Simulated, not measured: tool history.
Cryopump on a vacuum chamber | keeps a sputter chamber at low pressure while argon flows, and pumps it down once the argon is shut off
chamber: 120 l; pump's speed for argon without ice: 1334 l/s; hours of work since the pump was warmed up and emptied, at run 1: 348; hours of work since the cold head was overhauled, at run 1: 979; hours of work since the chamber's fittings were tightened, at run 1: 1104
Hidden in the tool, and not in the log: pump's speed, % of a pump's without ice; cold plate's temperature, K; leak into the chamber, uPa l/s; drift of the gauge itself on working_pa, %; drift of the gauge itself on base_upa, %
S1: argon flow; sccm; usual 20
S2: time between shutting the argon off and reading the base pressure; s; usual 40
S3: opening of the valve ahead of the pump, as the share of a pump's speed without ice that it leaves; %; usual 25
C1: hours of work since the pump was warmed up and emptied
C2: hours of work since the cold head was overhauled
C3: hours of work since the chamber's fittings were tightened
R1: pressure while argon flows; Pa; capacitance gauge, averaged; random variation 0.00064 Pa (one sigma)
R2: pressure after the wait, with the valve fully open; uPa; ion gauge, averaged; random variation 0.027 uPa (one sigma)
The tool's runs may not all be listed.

run      day  S1   S2  S3   C1    C2    C3      R1    R2
  1        0  20   40  25  348   979  1104  0.1054  2.28
  2    3.967  20   40  25  414  1045  1171  0.1061  2.37
  3    8.129  20   40  25  483  1114  1240  0.1062  2.43
  4   12.896  20   40  25  563  1193  1319  0.1076  2.58
      14.296  -- pump warmed up, emptied and cooled again
  5   15.912  20   40  25   27  1240  1366  0.1023  2.34
  6     18.2  20   40  25   65  1278  1404  0.1026  2.39
  7   20.138  20   40  25   97  1310  1436  0.1027  2.46
  8   22.425  20   40  25  135  1349  1474  0.1024  2.46
  9   24.912  20   40  36  177  1390  1516   0.073  2.58
 10   29.462  20   40  16  252  1466  1591  0.1616  2.62
 11   32.225  20   40  25  298  1512  1637  0.1042  2.79
 12   34.542  20   40  25  337  1550  1676  0.1041  2.88
 13   37.321  20   40  50  383  1596  1722  0.0546  2.88
 14   39.496  20   40  50  419  1633  1758  0.0551  2.85
 15   41.621  39   40  25  455  1668  1794   0.208  3.04
 16     46.3  39   40  25  533  1746  1872   0.209  3.04
 17    48.45  20  189  25  568  1782  1907  0.1074   2.4
      49.342  -- pump warmed up, emptied and cooled again
 18   51.462  20   40  24   35  1828  1954   0.106  2.77
 19   55.304  18   27  32   99  1892  2018  0.0727  3.36
 20   57.958  18   27  32  143  1936  2062  0.0729   3.5
 21   61.938   9   45  26  210  2003  2128  0.0455  3.01
      62.967  -- leaking fittings of the chamber tightened, without venting
 22   64.733   9   45  26  255  2048    29  0.0453  1.18
 23   67.429   9   45  26  300  2093    74  0.0449  1.28
 24   69.812  13   40  26  339  2132   114  0.0661  1.46
 25   72.142  13   40  26  378  2171   153  0.0654  1.48
 26   76.171  11   40  25  445  2238   220  0.0579  1.57
 27   80.521  11   40  25  518  2311   292  0.0596   1.6
      84.604  -- pump warmed up, emptied and cooled again
 28   85.525  11   40  25   15  2390   372  0.0565   1.6
 29   87.612  11   40  25   50  2425   407  0.0573  1.58
 30   91.388  14   24  19  113  2488   470  0.0937  2.42
 31   95.512  20   40  17  182  2557   538  0.1517  1.79
 32   99.729  34  197  19  252  2627   608  0.2329  1.01
 33  101.921  34  197  19  288  2663   645  0.2318  1.03
 34  103.933  20   75  19  322  2697   678  0.1373  1.48
 35  106.867  17   75  15  371  2746   727  0.1468  1.55

Hidden state at the last listed run before each entry between runs and at the first one after, where it differs:
Between runs 4 and 5: pump warmed up, emptied and cooled again (day 14.296)
  pump's speed, % of a pump's without ice: 82.2 -> 98.9; cold plate's temperature, K: 12.57 -> 12.59; leak into the chamber, uPa l/s: 1703 -> 1746
  measured less the result without the state, R1: +0.0058 -> +0.0006 Pa; R2: +1.34 -> +1.11 uPa
Between runs 17 and 18: pump warmed up, emptied and cooled again (day 49.342)
  pump's speed, % of a pump's without ice: 81.2 -> 98.7; cold plate's temperature, K: 12.76 -> 12.78; leak into the chamber, uPa l/s: 2315 -> 2369
  measured less the result without the state, R1: +0.0063 -> +0.0008 Pa; R2: +1.96 -> +1.58 uPa
Between runs 21 and 22: leaking fittings of the chamber tightened, without venting (day 62.967)
  pump's speed, % of a pump's without ice: 93 -> 91.2; cold plate's temperature, K: 12.83 -> 12.85; leak into the chamber, uPa l/s: 2552 -> 364
  measured less the result without the state, R1: +0.0011 -> +0.0013 Pa; R2: +1.86 -> +0.07 uPa
Between runs 27 and 28: pump warmed up, emptied and cooled again (day 84.604)
  pump's speed, % of a pump's without ice: 82.9 -> 98.8; cold plate's temperature, K: 12.93 -> 12.96; leak into the chamber, uPa l/s: 647 -> 732
  measured less the result without the state, R1: +0.0032 -> +0.0005 Pa; R2: +0.37 -> +0.34 uPa

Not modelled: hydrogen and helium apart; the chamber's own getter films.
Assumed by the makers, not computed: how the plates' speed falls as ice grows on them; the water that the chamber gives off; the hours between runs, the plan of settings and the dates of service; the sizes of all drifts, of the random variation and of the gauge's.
